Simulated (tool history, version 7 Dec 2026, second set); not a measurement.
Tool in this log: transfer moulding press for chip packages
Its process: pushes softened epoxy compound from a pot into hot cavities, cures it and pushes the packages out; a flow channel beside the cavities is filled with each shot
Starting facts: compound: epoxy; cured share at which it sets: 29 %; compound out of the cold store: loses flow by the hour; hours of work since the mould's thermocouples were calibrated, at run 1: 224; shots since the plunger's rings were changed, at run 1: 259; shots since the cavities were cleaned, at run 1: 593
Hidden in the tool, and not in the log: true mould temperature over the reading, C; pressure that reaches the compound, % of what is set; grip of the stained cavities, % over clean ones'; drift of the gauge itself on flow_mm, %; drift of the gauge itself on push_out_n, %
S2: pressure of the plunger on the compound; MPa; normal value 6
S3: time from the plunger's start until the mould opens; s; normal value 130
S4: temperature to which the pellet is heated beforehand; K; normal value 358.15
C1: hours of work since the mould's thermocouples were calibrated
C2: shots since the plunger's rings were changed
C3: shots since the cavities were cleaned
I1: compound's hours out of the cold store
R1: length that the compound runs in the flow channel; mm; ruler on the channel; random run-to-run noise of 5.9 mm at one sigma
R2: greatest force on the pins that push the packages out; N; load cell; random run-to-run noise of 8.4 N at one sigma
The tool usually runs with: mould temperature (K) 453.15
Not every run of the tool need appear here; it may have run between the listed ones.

run 1 hour=0 | mould_temperature_(K)=453.15 S2=6 S3=130 S4=358.15 | C1=224 C2=259 C3=593 | I1=18.3 | R1=829 R2=534
run 2 hour=10.9 | mould_temperature_(K)=453.15 S2=6 S3=130 S4=358.15 | C1=231 C2=363 C3=697 | I1=47.9 | R1=761 R2=558
-- hour=18.7 cavities cleaned with cleaning compound and waxed
run 3 hour=24.3 | mould_temperature_(K)=453.15 S2=5.54 S3=130 S4=358.15 | C1=238 C2=476 C3=53 | I1=18.5 | R1=792 R2=409
run 4 hour=34.3 | mould_temperature_(K)=453.15 S2=5.54 S3=130 S4=358.15 | C1=245 C2=572 C3=149 | I1=45.4 | R1=728 R2=432
run 5 hour=46 | mould_temperature_(K)=459.15 S2=6 S3=130 S4=358.15 | C1=252 C2=683 C3=260 | I1=23.6 | R1=784 R2=433
run 6 hour=59.5 | mould_temperature_(K)=453.15 S2=5.58 S3=130 S4=358.15 | C1=261 C2=811 C3=388 | I1=18.3 | R1=787 R2=520
run 7 hour=66.5 | mould_temperature_(K)=453.15 S2=6.46 S3=130 S4=358.15 | C1=265 C2=878 C3=455 | I1=20.4 | R1=855 R2=517
run 8 hour=78.3 | mould_temperature_(K)=453.15 S2=6.46 S3=130 S4=358.15 | C1=272 C2=990 C3=567 | I1=34 | R1=812 R2=546
run 9 hour=89.9 | mould_temperature_(K)=453.15 S2=6.46 S3=130 S4=358.15 | C1=280 C2=1101 C3=678 | I1=42.5 | R1=797 R2=571
run 10 hour=97.5 | mould_temperature_(K)=453.15 S2=6.46 S3=130 S4=358.15 | C1=285 C2=1173 C3=750 | I1=41.2 | R1=798 R2=584
-- hour=100 cavities cleaned with cleaning compound and waxed
run 11 hour=110.8 | mould_temperature_(K)=448.15 S2=6.93 S3=139 S4=361.15 | C1=292 C2=1286 C3=104 | I1=19.6 | R1=900 R2=477
run 12 hour=118.9 | mould_temperature_(K)=453.15 S2=5.74 S3=130 S4=358.15 | C1=297 C2=1363 C3=181 | I1=45.6 | R1=736 R2=447
run 13 hour=131.2 | mould_temperature_(K)=453.15 S2=5.74 S3=130 S4=358.15 | C1=305 C2=1480 C3=298 | I1=34.5 | R1=753 R2=496
run 14 hour=137.2 | mould_temperature_(K)=453.15 S2=6.42 S3=130 S4=362.15 | C1=309 C2=1537 C3=355 | I1=41.2 | R1=777 R2=486
run 15 hour=143.6 | mould_temperature_(K)=453.15 S2=6.42 S3=130 S4=362.15 | C1=313 C2=1597 C3=415 | I1=13.5 | R1=838 R2=519
run 16 hour=151.8 | mould_temperature_(K)=453.15 S2=6.42 S3=130 S4=362.15 | C1=318 C2=1675 C3=493 | I1=47 | R1=770 R2=522
run 17 hour=158.2 | mould_temperature_(K)=457.15 S2=6.93 S3=130 S4=362.15 | C1=322 C2=1736 C3=554 | I1=12.1 | R1=854 R2=513
run 18 hour=164.3 | mould_temperature_(K)=453.15 S2=4.53 S3=116 S4=358.15 | C1=326 C2=1795 C3=613 | I1=8.9 | R1=718 R2=652
run 19 hour=174.1 | mould_temperature_(K)=453.15 S2=6.5 S3=116 S4=366.15 | C1=332 C2=1888 C3=706 | I1=20.5 | R1=823 R2=632

Predict each of these 3 candidate next runs independently; none follows another, all start after run 19:
-- hour=181.5 cavities cleaned with cleaning compound and waxed
run A hour=181.5 | mould_temperature_(K)=456.15 S2=6.5 S3=116 S4=364.15 | C1=336 C2=1944 C3=0 | I1=35.1 | R1=? R2=?
-- hour=181.5 cavities cleaned with cleaning compound and waxed
run B hour=181.5 | mould_temperature_(K)=459.15 S2=6.5 S3=152 S4=356.15 | C1=336 C2=1944 C3=0 | I1=12.6 | R1=? R2=?
-- hour=181.5 cavities cleaned with cleaning compound and waxed
run C hour=181.5 | mould_temperature_(K)=453.15 S2=6 S3=117 S4=358.15 | C1=336 C2=1944 C3=0 | I1=31.3 | R1=? R2=?

run=A R1=774 R2=376
run=B R1=827 R2=337
run=C R1=777 R2=438
Take away the tool's hidden state, keep each run's random variation, and the runs would have read:
run=A R1=805 R2=370
run=B R1=860 R2=336
run=C R1=808 R2=426
